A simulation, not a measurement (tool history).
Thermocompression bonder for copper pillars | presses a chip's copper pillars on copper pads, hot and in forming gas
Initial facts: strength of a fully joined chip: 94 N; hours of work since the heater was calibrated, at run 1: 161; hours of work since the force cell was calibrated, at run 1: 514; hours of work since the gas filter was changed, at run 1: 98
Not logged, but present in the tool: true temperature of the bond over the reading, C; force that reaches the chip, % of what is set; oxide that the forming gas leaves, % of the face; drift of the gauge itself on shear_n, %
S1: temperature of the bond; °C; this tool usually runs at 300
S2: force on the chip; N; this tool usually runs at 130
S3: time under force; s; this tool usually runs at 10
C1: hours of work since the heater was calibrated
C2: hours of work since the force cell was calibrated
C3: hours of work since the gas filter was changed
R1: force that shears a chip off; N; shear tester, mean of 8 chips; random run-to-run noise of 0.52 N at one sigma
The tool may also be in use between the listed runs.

run	hour	S1	S2	S3	C1	C2	C3	R1
1	0.0	300	130	10	161	514	98	45.7
2	18.2	300	130	10	174	527	111	45.7
3	39.0	300	130	10	190	542	126	44.4
4	51.8	300	130	8	199	551	136	40.4
# hour 55.5: forming gas filter changed
5	72.8	300	130	8	214	566	13	42.2
6	84.6	300	130	8	222	575	21	42.0
7	97.1	300	130	8	231	584	30	41.8
8	109.4	300	130	8	240	593	39	41.6
9	128.5	300	130	8	254	606	53	41.5
10	142.5	300	130	8	264	617	63	40.9
11	162.8	300	130	8	279	631	78	40.7
12	182.6	300	130	8	293	646	92	40.2
13	202.6	300	130	8	307	660	106	40.4
14	213.6	300	130	10	315	668	114	43.8
15	225.9	300	130	10	324	677	123	45.0
16	239.2	300	130	10	334	686	133	43.9
# hour 247.8: forming gas filter changed
17	258.7	300	130	10	347	700	8	44.3
18	267.8	300	130	10	354	707	14	43.6
19	283.7	300	130	10	365	718	26	44.3
20	300.1	300	130	10	377	730	38	45.0
21	313.8	329	84	10	387	740	48	41.3
22	329.7	292	84	11	399	751	59	30.3
23	341.1	292	84	11	407	760	67	30.0
24	362.6	300	119	14	422	775	83	45.9
25	378.6	294	119	18	434	787	94	46.5
26	397.0	294	119	18	447	800	108	45.7
27	412.4	311	154	10	458	811	119	52.6
28	431.9	311	154	10	473	825	133	52.7
# hour 440.5: forming gas filter changed
29	454.7	314	111	29	489	841	10	62.3
30	476.8	314	163	18	505	857	26	67.1
31	495.6	314	163	18	518	871	40	66.3
32	513.3	314	163	18	531	884	53	67.4
33	533.3	298	180	7	545	898	67	46.5
34	548.0	316	180	10	556	909	78	60.8
35	557.8	301	159	10	563	916	85	48.9
36	567.2	300	89	11	570	922	91	32.6
37	578.7	299	107	26	578	931	100	50.4
# hour 582.6: heater calibrated with a thermocouple chip
38	590.5	307	138	22	6	938	107	63.0
39	600.4	307	98	24	13	945	114	53.4

Each row is a separate what-if for the run after 39, all from the same tool condition, not one after another. Results?
A	615.5	328	144	6	24	956	125	?
B	615.5	300	124	10	24	956	125	?
C	615.5	300	130	5	24	956	125	?
D	615.5	307	104	24	24	956	125	?
E	615.5	307	141	24	24	956	125	?

run	R1
A	52.2
B	42.0
C	34.4
D	54.0
E	64.1
Had the tool no hidden state, the same runs would have come out as:
run	R1
A	55.0
B	44.5
C	36.4
D	56.9
E	67.2

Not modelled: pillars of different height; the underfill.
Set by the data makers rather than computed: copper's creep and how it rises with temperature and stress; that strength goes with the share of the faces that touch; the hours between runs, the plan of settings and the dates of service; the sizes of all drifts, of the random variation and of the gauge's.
